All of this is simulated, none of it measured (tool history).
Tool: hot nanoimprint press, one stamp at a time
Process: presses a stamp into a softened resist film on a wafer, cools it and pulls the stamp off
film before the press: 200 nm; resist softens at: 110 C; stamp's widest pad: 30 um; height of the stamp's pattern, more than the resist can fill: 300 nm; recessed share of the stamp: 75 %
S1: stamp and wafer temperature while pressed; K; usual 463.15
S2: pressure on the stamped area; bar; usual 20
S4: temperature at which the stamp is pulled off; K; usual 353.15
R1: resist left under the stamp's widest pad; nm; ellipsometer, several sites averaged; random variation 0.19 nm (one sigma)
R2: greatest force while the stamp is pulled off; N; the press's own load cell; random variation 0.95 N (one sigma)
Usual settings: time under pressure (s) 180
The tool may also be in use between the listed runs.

run 1 hour=0 | S1=463.15 S2=20 time_under_pressure_(s)=180 S4=353.15 | R1=89.2 R2=197.7
run 2 hour=41.3 | S1=463.15 S2=20 time_under_pressure_(s)=180 S4=353.15 | R1=89 R2=197
-- hour=66.4 plate thermocouple calibrated
-- hour=103.8 press's hydraulic seals changed and the load cell set to zero
run 3 hour=121 | S1=463.15 S2=20 time_under_pressure_(s)=180 S4=353.15 | R1=84.8 R2=199.4
run 4 hour=167.9 | S1=463.15 S2=20 time_under_pressure_(s)=180 S4=340.15 | R1=85 R2=251.2
-- hour=237.5 stamp cleaned and given a new release coat
run 5 hour=241 | S1=463.15 S2=20 time_under_pressure_(s)=180 S4=353.15 | R1=84.8 R2=190.1
run 6 hour=284.5 | S1=463.15 S2=20 time_under_pressure_(s)=273 S4=353.15 | R1=73.7 R2=191.8
run 7 hour=317.1 | S1=463.15 S2=20 time_under_pressure_(s)=273 S4=353.15 | R1=73.3 R2=192.3
run 8 hour=356.6 | S1=463.15 S2=20 time_under_pressure_(s)=273 S4=353.15 | R1=73.5 R2=191.7
run 9 hour=391.6 | S1=463.15 S2=20 time_under_pressure_(s)=273 S4=353.15 | R1=73.3 R2=192.4
-- hour=434.4 plate thermocouple calibrated, once more
run 10 hour=457.2 | S1=463.15 S2=20 time_under_pressure_(s)=273 S4=353.15 | R1=76.2 R2=198.3
run 11 hour=504.6 | S1=463.15 S2=20 time_under_pressure_(s)=273 S4=353.15 | R1=76.3 R2=199.2
run 12 hour=553.6 | S1=463.15 S2=20 time_under_pressure_(s)=273 S4=353.15 | R1=76.1 R2=200.7
run 13 hour=610 | S1=463.15 S2=20 time_under_pressure_(s)=273 S4=353.15 | R1=76.4 R2=201.9
run 14 hour=669 | S1=463.15 S2=20 time_under_pressure_(s)=273 S4=353.15 | R1=76.1 R2=203.4
-- hour=693.4 stamp cleaned and given a new release coat
run 15 hour=709.5 | S1=463.15 S2=20 time_under_pressure_(s)=273 S4=353.15 | R1=76 R2=194.5
run 16 hour=755.5 | S1=463.15 S2=21.2 time_under_pressure_(s)=152 S4=356.15 | R1=89.6 R2=184.1
run 17 hour=805.7 | S1=461.15 S2=28.2 time_under_pressure_(s)=201 S4=338.15 | R1=74.3 R2=253.3
run 18 hour=848.3 | S1=461.15 S2=28.2 time_under_pressure_(s)=176 S4=340.15 | R1=77.8 R2=246.6
run 19 hour=898.9 | S1=461.15 S2=28.2 time_under_pressure_(s)=176 S4=340.15 | R1=77.9 R2=249.2
run 20 hour=942.4 | S1=470.15 S2=18.3 time_under_pressure_(s)=300 S4=338.15 | R1=61.7 R2=258.5
run 21 hour=1011.4 | S1=470.15 S2=18.3 time_under_pressure_(s)=300 S4=338.15 | R1=61.6 R2=259.5
run 22 hour=1050.8 | S1=459.15 S2=18.3 time_under_pressure_(s)=300 S4=360.15 | R1=88.4 R2=172.8
run 23 hour=1091.8 | S1=459.15 S2=18.3 time_under_pressure_(s)=300 S4=360.15 | R1=88.8 R2=174.2
-- hour=1124.6 plate thermocouple calibrated
run 24 hour=1140 | S1=459.15 S2=18.3 time_under_pressure_(s)=300 S4=360.15 | R1=90.9 R2=178.3
-- hour=1150.6 stamp cleaned and given a new release coat
run 25 hour=1188.9 | S1=459.15 S2=29.3 time_under_pressure_(s)=215 S4=360.15 | R1=78.5 R2=168.8
run 26 hour=1250.6 | S1=459.15 S2=17.9 time_under_pressure_(s)=180 S4=347.15 | R1=108 R2=219.3
run 27 hour=1309.9 | S1=459.15 S2=17.9 time_under_pressure_(s)=180 S4=347.15 | R1=107.5 R2=221.7
run 28 hour=1365 | S1=459.15 S2=17.9 time_under_pressure_(s)=180 S4=347.15 | R1=107.9 R2=222.8
run 29 hour=1408.3 | S1=456.15 S2=30.9 time_under_pressure_(s)=288 S4=355.15 | R1=76.9 R2=193.5

Some steps in R1 between neighbouring runs. How much of each would the tool show without its hidden state too (settings, what came in, random variation), and how much is left for the hidden state, with any gauge scatter that isn't in both results?
The hidden state here: true temperature over the reading, C; pressure that arrives at the usual setting, %; grip of the stamp's worn release coat, % over a new coat's; drift of the gauge itself on residual_nm, %; drift of the gauge itself on pull_off_n, %.
Run 2 -> 3: plate thermocouple calibrated, press's hydraulic seals changed and the load cell set to zero. R1 -4.2 nm: hidden state -4.3, all else +0.1.
Run 9 -> 10: plate thermocouple calibrated, once more. R1 +2.9 nm: hidden state +3, all else -0.1.
Run 25 -> 26: S2 29.3 -> 17.9, time under pressure (s) 215 -> 180, S4 360.15 -> 347.15. R1 +29.5 nm: hidden state -0.6, all else +30.1.
Run 28 -> 29: S1 459.15 -> 456.15, S2 17.9 -> 30.9, time under pressure (s) 180 -> 288, S4 347.15 -> 355.15. R1 -31 nm: hidden state +0.8, all else -31.8.

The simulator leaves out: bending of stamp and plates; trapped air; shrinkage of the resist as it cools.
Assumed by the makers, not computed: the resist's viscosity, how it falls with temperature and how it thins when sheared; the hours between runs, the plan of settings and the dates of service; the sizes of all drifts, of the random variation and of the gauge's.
